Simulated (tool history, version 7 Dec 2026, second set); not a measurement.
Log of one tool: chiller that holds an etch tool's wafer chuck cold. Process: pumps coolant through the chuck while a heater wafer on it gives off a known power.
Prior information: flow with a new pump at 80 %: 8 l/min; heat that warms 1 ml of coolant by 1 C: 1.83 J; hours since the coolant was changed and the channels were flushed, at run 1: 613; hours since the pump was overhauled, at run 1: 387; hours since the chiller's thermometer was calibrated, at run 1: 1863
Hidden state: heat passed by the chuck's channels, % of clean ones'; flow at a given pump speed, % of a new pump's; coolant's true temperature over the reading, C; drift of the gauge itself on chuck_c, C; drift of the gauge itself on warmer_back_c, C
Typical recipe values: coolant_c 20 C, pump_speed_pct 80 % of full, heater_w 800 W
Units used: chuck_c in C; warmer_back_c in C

run     day  coolant_c  pump_speed_pct  heater_w  hours since the coolant was changed and the channels were flushed  hours since the pump was overhauled  hours since the chiller's thermometer was calibrated  chuck_c  warmer_back_c
  1   0.000         20              80       800                                                                613                                  387                                                  1863     29.3           3.31
  2   1.183         20              80       800                                                                641                                  416                                                  1891     29.4           3.31
  3   2.121         20              80       800                                                                664                                  438                                                  1914     29.5           3.31
  4   3.212         20              60       800                                                                690                                  464                                                  1940     31.5           4.49
  5   4.367         20              60       800                                                                718                                  492                                                  1967     31.2           4.48
  6   5.892         20              60       800                                                                754                                  528                                                  2004     31.6           4.57
  7   6.854         20              80       800                                                                777                                  552                                                  2027     29.5           3.34
  8   8.358         20              80       800                                                                813                                  588                                                  2063     29.5           3.35
  9   9.975         20              80       800                                                                852                                  627                                                  2102     29.5           3.31
 10  10.846         20              80       800                                                                873                                  647                                                  2123     29.4           3.31
 11  11.800         20              79       800                                                                896                                  670                                                  2146     29.8           3.38
 12  12.650         20              80       800                                                                916                                  691                                                  2166     29.6           3.28
 13  14.192         20              80       800                                                                953                                  728                                                  2203     29.6           3.37
 14  15.325         20              80       800                                                                981                                  755                                                  2231     29.5           3.36
 15  16.217         20              80       800                                                               1002                                  776                                                  2252     29.5           3.33
 16  17.104         20              80       800                                                               1023                                  798                                                  2273     29.5           3.36
 17  18.488         28              67       689                                                               1057                                  831                                                  2306     37.2           3.52
 18  19.175         28              68       540                                                               1073                                  847                                                  2323     34.9           2.71
 19  20.267         12              63       677                                                               1099                                  874                                                  2349     21.5           3.67
 20  21.383         24              80       490                                                               1126                                  900                                                  2376     29.9           2.09
 21  22.817         27              61       490                                                               1160                                  935                                                  2410     34.0           2.81
 22  24.150         27              61       490                                                               1192                                  967                                                  2442     33.9           2.80
 23  24.946         20              80       800                                                               1212                                  986                                                  2461     29.7           3.35
 24  26.488         28              84       429                                                               1249                                 1023                                                  2498     32.8           1.75
 25  27.275         18              86       429                                                               1267                                 1042                                                  2517     22.7           1.67
 26  28.446         12              80       817                                                               1296                                 1070                                                  2545     21.8           3.50
 27  30.054         12              83       533                                                               1334                                 1108                                                  2584     18.2           2.19
 28  30.888         28              83       767                                                               1354                                 1128                                                  2604     37.0           3.14

For run 29, what comes out?
 29  31.704         20              74       800                                                               1374                                 1148                                                  2624        ?              ?

Run 29 produced chuck_c 30.2 C, warmer_back_c 3.65 C.
With the hidden condition absent and the run-to-run variation left alone, this run would have shown chuck_c 30.0 C, warmer_back_c 3.52 C.
